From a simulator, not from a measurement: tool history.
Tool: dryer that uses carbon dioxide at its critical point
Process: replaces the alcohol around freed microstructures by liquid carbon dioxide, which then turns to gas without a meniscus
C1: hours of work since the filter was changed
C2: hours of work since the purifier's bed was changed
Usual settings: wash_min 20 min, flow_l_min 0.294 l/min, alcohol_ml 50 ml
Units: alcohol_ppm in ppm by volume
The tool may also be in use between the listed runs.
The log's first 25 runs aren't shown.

run 26 day=8.796 | wash_min=19 flow_l_min=0.294 alcohol_ml=87 | C1=540 C2=229 | alcohol_ppm=1479
run 27 day=9.212 | wash_min=19 flow_l_min=0.294 alcohol_ml=87 | C1=544 C2=234 | alcohol_ppm=1473
run 28 day=9.638 | wash_min=30 flow_l_min=0.282 alcohol_ml=50 | C1=548 C2=238 | alcohol_ppm=130
run 29 day=10.133 | wash_min=30 flow_l_min=0.262 alcohol_ml=50 | C1=553 C2=243 | alcohol_ppm=200
run 30 day=10.454 | wash_min=14 flow_l_min=0.294 alcohol_ml=56 | C1=557 C2=246 | alcohol_ppm=2845
run 31 day=10.658 | wash_min=14 flow_l_min=0.294 alcohol_ml=56 | C1=559 C2=249 | alcohol_ppm=2920
-- day=10.962 inlet filter changed
run 32 day=10.962 | wash_min=14 flow_l_min=0.294 alcohol_ml=56 | C1=0 C2=251 | alcohol_ppm=1731
run 33 day=11.350 | wash_min=29 flow_l_min=0.197 alcohol_ml=33 | C1=4 C2=255 | alcohol_ppm=311
run 34 day=11.800 | wash_min=23 flow_l_min=0.294 alcohol_ml=22 | C1=9 C2=260 | alcohol_ppm=102

Forecast run 35:
run 35 day=12.167 | wash_min=23 flow_l_min=0.202 alcohol_ml=68 | C1=12 C2=264 | alcohol_ppm=?

{"run 35": {"alcohol_ppm": 1409}}
Without the tool's hidden state the same run would have given alcohol_ppm 1356 ppm by volume.
